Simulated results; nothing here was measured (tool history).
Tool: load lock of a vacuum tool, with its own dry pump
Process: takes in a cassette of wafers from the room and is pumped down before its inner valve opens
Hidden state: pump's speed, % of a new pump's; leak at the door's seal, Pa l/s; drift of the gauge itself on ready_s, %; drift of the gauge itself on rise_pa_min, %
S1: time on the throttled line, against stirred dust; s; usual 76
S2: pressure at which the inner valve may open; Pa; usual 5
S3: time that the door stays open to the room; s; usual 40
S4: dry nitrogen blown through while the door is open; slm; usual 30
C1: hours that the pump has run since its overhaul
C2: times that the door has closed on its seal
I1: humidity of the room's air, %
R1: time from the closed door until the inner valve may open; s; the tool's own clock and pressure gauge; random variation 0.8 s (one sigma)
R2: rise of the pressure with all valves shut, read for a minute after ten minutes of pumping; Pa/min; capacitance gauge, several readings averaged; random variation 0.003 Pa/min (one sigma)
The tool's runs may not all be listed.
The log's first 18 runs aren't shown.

Run 19, hour 1297.9: usual settings but S2 7 Pa; C1 361; C2 3513; I1 46.4. Result: R1 120.5 s, R2 0.017 Pa/min.
Run 20, hour 1404.5: usual settings but S2 7 Pa; C1 468; C2 3681; I1 49.1. Result: R1 121.6 s, R2 0.017 Pa/min.
Run 21, hour 1495.4: usual settings but S2 7 Pa; C1 559; C2 3824; I1 43.3. Result: R1 121.1 s, R2 0.015 Pa/min.
Run 22, hour 1600.9: usual settings but S2 7 Pa; C1 664; C2 3990; I1 44.6. Result: R1 120.8 s, R2 0.018 Pa/min.
Run 23, hour 1664.6: usual settings but S2 7 Pa; C1 728; C2 4090; I1 45.8. Result: R1 121.4 s, R2 0.022 Pa/min.
Run 24, hour 1758.2: usual settings but S1 103 s, S2 6 Pa, S4 28 slm; C1 821; C2 4237; I1 46.2. Result: R1 145.2 s, R2 0.016 Pa/min.
Run 25, hour 1818.8: usual settings but S1 40 s, S3 45 s; C1 882; C2 4333; I1 43.6. Result: R1 93.0 s, R2 0.010 Pa/min.
Run 26, hour 1869.3: usual settings but S2 7 Pa, S3 229 s, S4 21 slm; C1 933; C2 4412; I1 49.1. Result: R1 122.0 s, R2 0.043 Pa/min.
Run 27, hour 1972.1: usual settings but S2 7 Pa, S3 229 s, S4 21 slm; C1 1035; C2 4574; I1 46.6. Result: R1 120.5 s, R2 0.044 Pa/min.
Run 28, hour 2044.3: usual settings but S1 82 s, S2 4 Pa, S3 26 s, S4 8 slm; C1 1107; C2 4688; I1 48.7. Result: R1 129.8 s, R2 0.027 Pa/min.
Run 29, hour 2122.2: usual settings but S3 82 s, S4 22 slm; C1 1185; C2 4810; I1 44.7. Result: R1 122.0 s, R2 0.027 Pa/min.
Run 30, hour 2223.6: usual settings but S3 82 s, S4 22 slm; C1 1287; C2 4970; I1 45.7. Result: R1 125.1 s, R2 0.027 Pa/min.
Run 31, hour 2312.2: usual settings but S3 82 s, S4 23 slm; C1 1375; C2 5109; I1 44.4. Result: R1 124.2 s, R2 0.030 Pa/min.
Run 32, hour 2393.7: usual settings but S1 63 s, S2 6 Pa, S4 38 slm; C1 1457; C2 5237; I1 41.6. Result: R1 111.0 s, R2 0.014 Pa/min.
Run 33, hour 2455.4: usual settings but S1 63 s, S2 9 Pa, S3 75 s, S4 38 slm; C1 1519; C2 5334; I1 45.7. Result: R1 107.9 s, R2 0.016 Pa/min.
Run 34, hour 2520.3: usual settings but S1 63 s, S2 9 Pa, S3 75 s, S4 38 slm; C1 1583; C2 5436; I1 46.8. Result: R1 108.6 s, R2 0.016 Pa/min.
Run 35, hour 2567.0: usual settings but S1 52 s, S4 35 slm; C1 1630; C2 5510; I1 46.2. Result: R1 102.0 s, R2 0.009 Pa/min.
Run 36, hour 2650.5: usual settings but S1 119 s, S2 9 Pa, S3 35 s, S4 18 slm; C1 1714; C2 5641; I1 46.4. Result: R1 155.9 s, R2 0.020 Pa/min.

Forecast each of these 5 alternatives for the next run:
Run A, hour 2748.5: usual settings but S1 119 s, S3 205 s, S4 7 slm; C1 1812; C2 5795; I1 46.0. Result: R1 ?, R2 ?.
Run B, hour 2748.5: usual settings but S1 126 s, S3 45 s; C1 1812; C2 5795; I1 44.3. Result: R1 ?, R2 ?.
Run C, hour 2748.5: usual settings but S1 50 s, S2 9 Pa, S3 35 s, S4 18 slm; C1 1812; C2 5795; I1 44.4. Result: R1 ?, R2 ?.
Run D, hour 2748.5: usual settings but S1 94 s, S2 9 Pa, S3 35 s, S4 18 slm; C1 1812; C2 5795; I1 45.5. Result: R1 ?, R2 ?.
Run E, hour 2748.5: usual settings but S1 40 s, S3 28 s; C1 1812; C2 5795; I1 47.8. Result: R1 ?, R2 ?.

run     R1     R2
  A  160.1  0.069
  B  167.7  0.011
  C   97.1  0.023
  D  135.5  0.020
  E   91.9  0.017
Without the tool's hidden state the same runs would have given:
run     R1     R2
  A  160.1  0.069
  B  167.6  0.011
  C   97.0  0.022
  D  135.5  0.020
  E   91.8  0.017

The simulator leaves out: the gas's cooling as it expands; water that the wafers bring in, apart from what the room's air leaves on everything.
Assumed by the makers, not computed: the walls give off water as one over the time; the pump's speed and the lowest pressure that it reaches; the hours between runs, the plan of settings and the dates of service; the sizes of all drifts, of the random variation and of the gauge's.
